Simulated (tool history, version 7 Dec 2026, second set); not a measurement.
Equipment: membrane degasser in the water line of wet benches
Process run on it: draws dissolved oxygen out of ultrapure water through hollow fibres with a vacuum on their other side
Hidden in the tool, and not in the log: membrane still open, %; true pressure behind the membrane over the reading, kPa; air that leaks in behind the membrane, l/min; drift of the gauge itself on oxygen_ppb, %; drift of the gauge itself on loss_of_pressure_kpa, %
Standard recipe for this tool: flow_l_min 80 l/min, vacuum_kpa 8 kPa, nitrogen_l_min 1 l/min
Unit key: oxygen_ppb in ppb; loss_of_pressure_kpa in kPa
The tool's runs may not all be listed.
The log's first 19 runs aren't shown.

run,hour,flow_l_min,vacuum_kpa,nitrogen_l_min,hours since the membrane was changed,hours since the vacuum gauge was calibrated,hours since the vacuum lines were made tight,oxygen_ppb,loss_of_pressure_kpa
20,3414,59,12.94,0.88,13013,1376,8133,1160,48.44
21,3583.6,101,6.88,0.52,13182,1546,8303,1073.3,83.3
22,3791.4,80,5.21,1,13390,1754,8511,497.9,66.28
23,4047,105,5.23,0.45,13646,2009,8766,817.3,86.56
24,4240.5,53,9.19,0.55,13839,2203,8960,942.4,43.51
25,4356.9,126,9.19,0.55,13956,2319,9076,1693.8,103.96
26,4536,113,8,0.71,14135,2498,9255,1252,93.04
27,4806.9,113,18.38,0.5,14406,2769,9526,3150.4,93.26
28,4968.5,79,14.02,1,14567,2931,9688,1474.2,65.46
29,5093,79,14.02,1,14692,3055,9813,1452.8,64.98
30,5269.7,64,5.85,2.6,14868,3232,9989,317,52.46
31,5384.3,80,9.56,1,14983,3346,10104,1013.5,66.08
32,5637,69,7.29,0.49,15236,3599,10356,904.3,57.41

3 ways to go on from here, each from the tool as it stands after run 32. What would each give?
A,5885.4,84,18.38,0.76,15484,3848,10605,?,?
B,5885.4,51,19.77,0.44,15484,3848,10605,?,?
C,5885.4,69,16.83,2.62,15484,3848,10605,?,?

run,oxygen_ppb,loss_of_pressure_kpa
A,2234.9,69.97
B,2367,42.15
C,895.4,57.1
Without the tool's unlogged condition, the same runs would have read:
run,oxygen_ppb,loss_of_pressure_kpa
A,2202,66.87
B,2353.3,40.28
C,859.7,54.56
